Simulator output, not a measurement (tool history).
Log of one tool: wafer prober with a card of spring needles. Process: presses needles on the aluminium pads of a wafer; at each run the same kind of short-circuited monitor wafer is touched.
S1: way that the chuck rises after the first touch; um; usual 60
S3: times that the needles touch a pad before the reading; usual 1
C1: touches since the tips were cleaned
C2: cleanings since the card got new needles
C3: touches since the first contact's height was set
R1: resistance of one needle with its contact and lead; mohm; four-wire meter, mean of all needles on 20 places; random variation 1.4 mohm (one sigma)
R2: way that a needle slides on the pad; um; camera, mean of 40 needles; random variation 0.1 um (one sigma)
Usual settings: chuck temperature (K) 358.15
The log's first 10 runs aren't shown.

{"hour": 201.2, "done": "height of the first contact set anew"}
{"hour": 206.9, "done": "tips cleaned on abrasive film"}
{"hour": 218.1, "done": "tips cleaned on abrasive film"}
{"run": 11, "hour": 220.7, "S1": 79, "chuck temperature (K)": 358.15, "S3": 1, "C1": 687, "C2": 39, "C3": 5038, "R1": 135, "R2": 17.87}
{"hour": 229.4, "done": "tips cleaned on abrasive film"}
{"run": 12, "hour": 236.4, "S1": 60, "chuck temperature (K)": 358.15, "S3": 2, "C1": 1826, "C2": 40, "C3": 9129, "R1": 140, "R2": 13.17}
{"hour": 242.4, "done": "tips cleaned on abrasive film"}
{"run": 13, "hour": 249.3, "S1": 60, "chuck temperature (K)": 358.15, "S3": 2, "C1": 1797, "C2": 41, "C3": 12470, "R1": 145, "R2": 13.21}
{"hour": 255.3, "done": "tips cleaned on abrasive film"}
{"hour": 261.1, "done": "height of the first contact set anew, once more"}
{"run": 14, "hour": 264.1, "S1": 60, "chuck temperature (K)": 358.15, "S3": 2, "C1": 2239, "C2": 42, "C3": 789, "R1": 140, "R2": 14.4}
{"hour": 266.6, "done": "tips cleaned on abrasive film"}
{"hour": 278.2, "done": "tips cleaned on abrasive film"}
{"hour": 289.6, "done": "tips cleaned on abrasive film"}
{"run": 15, "hour": 290.6, "S1": 60, "chuck temperature (K)": 358.15, "S3": 2, "C1": 261, "C2": 45, "C3": 7644, "R1": 127, "R2": 14.41}
{"hour": 300.8, "done": "tips cleaned on abrasive film"}
{"run": 16, "hour": 311.3, "S1": 60, "chuck temperature (K)": 358.15, "S3": 2, "C1": 2744, "C2": 46, "C3": 13014, "R1": 143, "R2": 14.44}
{"hour": 313.0, "done": "tips cleaned on abrasive film"}
{"hour": 326.1, "done": "tips cleaned on abrasive film"}
{"run": 17, "hour": 326.6, "S1": 49, "chuck temperature (K)": 313.15, "S3": 1, "C1": 140, "C2": 48, "C3": 16981, "R1": 128, "R2": 11.72}
{"hour": 338.1, "done": "tips cleaned on abrasive film"}
{"run": 18, "hour": 339.3, "S1": 67, "chuck temperature (K)": 332.15, "S3": 1, "C1": 317, "C2": 49, "C3": 20275, "R1": 127, "R2": 15.91}
{"hour": 351.1, "done": "tips cleaned on abrasive film"}
{"run": 19, "hour": 356.6, "S1": 67, "chuck temperature (K)": 332.15, "S3": 1, "C1": 1451, "C2": 50, "C3": 24782, "R1": 137, "R2": 16.13}
{"hour": 363.9, "done": "tips cleaned on abrasive film"}
{"hour": 376.7, "done": "tips cleaned on abrasive film"}
{"run": 20, "hour": 382.3, "S1": 55, "chuck temperature (K)": 332.15, "S3": 1, "C1": 1487, "C2": 52, "C3": 31456, "R1": 144, "R2": 13.15}
{"hour": 387.7, "done": "tips cleaned on abrasive film"}
{"hour": 398.6, "done": "tips cleaned on abrasive film"}
{"run": 21, "hour": 399.3, "S1": 61, "chuck temperature (K)": 303.15, "S3": 3, "C1": 181, "C2": 54, "C3": 35851, "R1": 120, "R2": 14.4}
{"hour": 411.2, "done": "tips cleaned on abrasive film"}
{"run": 22, "hour": 416.4, "S1": 73, "chuck temperature (K)": 375.15, "S3": 3, "C1": 1362, "C2": 55, "C3": 40292, "R1": 131, "R2": 17.16}
{"hour": 423.4, "done": "tips cleaned on abrasive film"}
{"run": 23, "hour": 432.2, "S1": 49, "chuck temperature (K)": 314.15, "S3": 3, "C1": 2314, "C2": 56, "C3": 44402, "R1": 134, "R2": 11.45}
{"hour": 435.0, "done": "tips cleaned on abrasive film"}
{"hour": 447.1, "done": "tips cleaned on abrasive film"}
{"run": 24, "hour": 450.2, "S1": 50, "chuck temperature (K)": 356.15, "S3": 1, "C1": 819, "C2": 58, "C3": 49069, "R1": 145, "R2": 11.62}
{"hour": 458.2, "done": "tips cleaned on abrasive film"}
{"hour": 469.4, "done": "tips cleaned on abrasive film"}
{"run": 25, "hour": 477.4, "S1": 50, "chuck temperature (K)": 386.15, "S3": 1, "C1": 2096, "C2": 60, "C3": 56121, "R1": 164, "R2": 11.6}
{"hour": 481.9, "done": "tips cleaned on abrasive film"}
{"hour": 493.1, "done": "tips cleaned on abrasive film"}
{"run": 26, "hour": 493.8, "S1": 40, "chuck temperature (K)": 345.15, "S3": 1, "C1": 172, "C2": 62, "C3": 60351, "R1": 139, "R2": 9.11}
{"hour": 504.1, "done": "tips cleaned on abrasive film"}
{"hour": 515.4, "done": "tips cleaned on abrasive film"}
{"run": 27, "hour": 515.4, "S1": 40, "chuck temperature (K)": 345.15, "S3": 1, "C1": 0, "C2": 64, "C3": 65969, "R1": 136, "R2": 8.97}
{"hour": 527.0, "done": "tips cleaned on abrasive film"}
{"run": 28, "hour": 532.2, "S1": 47, "chuck temperature (K)": 305.15, "S3": 2, "C1": 1342, "C2": 65, "C3": 70319, "R1": 142, "R2": 10.68}
{"hour": 540.4, "done": "tips cleaned on abrasive film"}
{"run": 29, "hour": 546.4, "S1": 60, "chuck temperature (K)": 358.15, "S3": 1, "C1": 1569, "C2": 66, "C3": 74007, "R1": 148, "R2": 13.9}
{"hour": 553.6, "done": "tips cleaned on abrasive film"}
{"run": 30, "hour": 562.3, "S1": 60, "chuck temperature (K)": 342.15, "S3": 1, "C1": 2267, "C2": 67, "C3": 78154, "R1": 155, "R2": 13.78}

3 ways to go on from here, each from the tool as it stands after run 30. What would each give?
{"hour": 566.6, "done": "tips cleaned on abrasive film"}
{"hour": 577.8, "done": "tips cleaned on abrasive film"}
{"run": "A", "hour": 587.4, "S1": 48, "chuck temperature (K)": 342.15, "S3": 1, "C1": 2489, "C2": 69, "C3": 84657, "R1": "?", "R2": "?"}
{"hour": 566.6, "done": "tips cleaned on abrasive film"}
{"hour": 577.8, "done": "tips cleaned on abrasive film"}
{"run": "B", "hour": 587.4, "S1": 70, "chuck temperature (K)": 342.15, "S3": 1, "C1": 2489, "C2": 69, "C3": 84657, "R1": "?", "R2": "?"}
{"hour": 566.6, "done": "tips cleaned on abrasive film"}
{"hour": 577.8, "done": "tips cleaned on abrasive film"}
{"run": "C", "hour": 587.4, "S1": 60, "chuck temperature (K)": 301.15, "S3": 1, "C1": 2489, "C2": 69, "C3": 84657, "R1": "?", "R2": "?"}

run=A R1=172 R2=10.79
run=B R1=147 R2=16.42
run=C R1=151 R2=13.72
Without the tool's hidden state the same runs would have given:
run=A R1=127 R2=11.45
run=B R1=124 R2=17.08
run=C R1=119 R2=14.37
